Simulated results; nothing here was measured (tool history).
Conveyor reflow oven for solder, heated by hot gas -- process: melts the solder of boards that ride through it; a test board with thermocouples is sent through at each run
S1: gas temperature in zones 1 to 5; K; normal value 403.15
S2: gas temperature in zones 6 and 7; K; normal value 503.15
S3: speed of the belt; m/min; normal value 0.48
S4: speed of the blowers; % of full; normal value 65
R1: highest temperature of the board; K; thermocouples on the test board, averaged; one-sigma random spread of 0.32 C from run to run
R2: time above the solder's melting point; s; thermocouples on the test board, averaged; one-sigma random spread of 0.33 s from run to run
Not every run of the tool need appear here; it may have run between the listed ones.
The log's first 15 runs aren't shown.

run   hour      S1      S2     S3  S4      R1    R2
 16  469.6  399.15  503.15   0.48  65  482.65  45.3
 17  496.8  399.15  503.15   0.48  65  481.65  45.4
 18  523.5  399.15  503.15   0.48  65  482.15  45.5
 19  560.3  397.15  503.15   0.48  65  481.55  44.3
     585.4  -- thermocouples of zones 6 and 7 changed
 20  585.4  403.15  497.15   0.48  83  481.85  46.7
 21  604.4  407.15  517.15  0.564  88  494.75  49.1
 22  638.1  406.15  505.15  0.564  88  484.55  40.9
 23  655.5  407.15  505.15  0.565  51  477.55  33.9
 24  695.5  407.15  505.15  0.565  74  481.95  38.9
 25  720.5  407.15  505.15  0.565  74  481.75  38.7
 26  755.8  407.15  505.15  0.565  74  481.45  38.7
 27    788  403.15  503.15  0.459  65  485.05    51
 28  821.7  403.15  503.15   0.48  72  484.65  48.3
     849.6  -- flux residue cleaned out of gas plates and filters
 29  856.6  412.15  499.15  0.571  86  481.05  39.8
 30    882  412.15  499.15  0.571  86  480.55  40.7
 31  913.2  403.15  503.15   0.48  77  486.35  51.1

Alternative continuations, all from the tool just after run 31; predict every row:
  A  953.2  403.15  508.15  0.42  77   ?   ?
  B  953.2  403.15  511.15  0.48  77   ?   ?
  C  953.2  413.15  495.15  0.48  50   ?   ?

run      R1    R2
  A  495.35  66.4
  B  493.55  55.7
  C  477.15  43.6
Stripped of hidden state, with their random variation kept, the same runs would have yielded:
run      R1    R2
  A  496.05  66.7
  B  494.35  56.1
  C  477.75  44.2

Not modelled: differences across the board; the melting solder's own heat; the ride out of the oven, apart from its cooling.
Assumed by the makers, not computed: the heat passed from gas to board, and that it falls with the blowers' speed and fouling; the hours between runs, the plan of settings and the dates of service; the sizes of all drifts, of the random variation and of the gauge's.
